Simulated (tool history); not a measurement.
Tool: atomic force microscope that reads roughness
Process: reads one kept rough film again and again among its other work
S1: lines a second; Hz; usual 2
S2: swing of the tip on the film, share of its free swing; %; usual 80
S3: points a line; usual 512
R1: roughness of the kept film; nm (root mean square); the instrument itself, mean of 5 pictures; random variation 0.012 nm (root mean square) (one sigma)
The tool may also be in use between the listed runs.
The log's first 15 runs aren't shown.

| run | hour | S1 | S2 | S3 | R1 |
|---|---|---|---|---|---|
| 16 | 432.9 | 1.03 | 59 | 483 | 3.967 |
| 17 | 474.9 | 0.52 | 77 | 483 | 3.922 |
| 18 | 501.1 | 1.03 | 57 | 512 | 3.978 |
| 19 | 524.3 | 1.03 | 57 | 512 | 3.985 |
|  | 549.6 | new tip fitted |
| 20 | 568.1 | 2.02 | 70 | 512 | 3.799 |
| 21 | 602.6 | 2.02 | 70 | 512 | 3.756 |
| 22 | 645.2 | 2.02 | 70 | 512 | 3.786 |
| 23 | 686.2 | 1.05 | 60 | 298 | 3.975 |
| 24 | 704.8 | 3.33 | 85 | 768 | 3.219 |
| 25 | 735.2 | 0.58 | 56 | 692 | 3.998 |
| 26 | 762.4 | 3.62 | 57 | 327 | 3.835 |
| 27 | 799.6 | 0.95 | 80 | 553 | 3.839 |
|  | 821.8 | new tip fitted |
| 28 | 842.2 | 0.95 | 80 | 553 | 3.825 |
| 29 | 866.7 | 2 | 80 | 372 | 3.628 |
| 30 | 897.7 | 2 | 80 | 372 | 3.615 |

Forecast each of these 5 alternatives for the next run:
| A | 922.7 | 3.98 | 80 | 444 | ? |
| B | 922.7 | 1.6 | 55 | 654 | ? |
| C | 922.7 | 1.14 | 80 | 587 | ? |
| D | 922.7 | 0.64 | 80 | 536 | ? |
| E | 922.7 | 2 | 80 | 609 | ? |

| run | R1 |
|---|---|
| A | 3.259 |
| B | 3.989 |
| C | 3.787 |
| D | 3.901 |
| E | 3.633 |
Without the tool's hidden state the same runs would have given:
| run | R1 |
|---|---|
| A | 3.261 |
| B | 3.99 |
| C | 3.789 |
| D | 3.903 |
| E | 3.635 |

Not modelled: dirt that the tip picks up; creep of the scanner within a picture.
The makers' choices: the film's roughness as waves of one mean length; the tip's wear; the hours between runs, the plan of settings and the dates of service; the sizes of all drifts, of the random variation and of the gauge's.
